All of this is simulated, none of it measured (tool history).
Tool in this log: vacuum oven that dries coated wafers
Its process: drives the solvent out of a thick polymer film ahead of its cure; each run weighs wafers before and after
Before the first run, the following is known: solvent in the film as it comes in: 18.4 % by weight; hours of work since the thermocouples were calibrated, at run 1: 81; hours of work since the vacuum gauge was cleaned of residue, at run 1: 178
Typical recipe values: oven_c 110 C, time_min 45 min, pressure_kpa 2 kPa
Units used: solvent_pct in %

run	hour	oven_c	time_min	pressure_kpa	hours of work since the thermocouples were calibrated	hours of work since the vacuum gauge was cleaned of residue	solvent_pct
1	0	110	45	2	81	178	3.45
2	10.2	110	45	2	88	185	3.51
3	20.1	110	45	2	94	191	3.52
4	32.6	110	45	2	102	200	3.5
5	40.9	110	45	2	108	205	3.5
6	49.5	104	45	2	113	211	4.9
7	65	104	45	2	123	221	4.93
8	78.5	104	45	2	132	230	5
9	90.6	104	45	2	140	237	5.06
10	99.6	104	45	2	146	243	4.96
11	107.7	104	45	2	151	249	4.84
12	117.1	104	45	2	157	255	4.96
# hour 119.8: oven's thermocouples calibrated
13	127.4	104	45	2	5	260	5.02
14	134.7	98	26	1.62	10	265	9.01
15	146.7	108	67	2.26	18	273	2.94
16	159.2	106	24	1.89	26	281	7.52
17	170.4	106	76	1.89	33	288	2.67

Below are 4 alternative next runs, each starting from the tool's condition after run 17. Predict each:
A	178.7	106	37	4.42	38	294	?
B	178.7	116	24	1.18	38	294	?
C	178.7	125	45	2	38	294	?
D	178.7	106	22	1.58	38	294	?

run	solvent_pct
A	6.87
B	4.66
C	1.38
D	7.77
With no hidden state in the tool, these same runs would have given:
run	solvent_pct
A	6.65
B	4.49
C	1.28
D	7.58
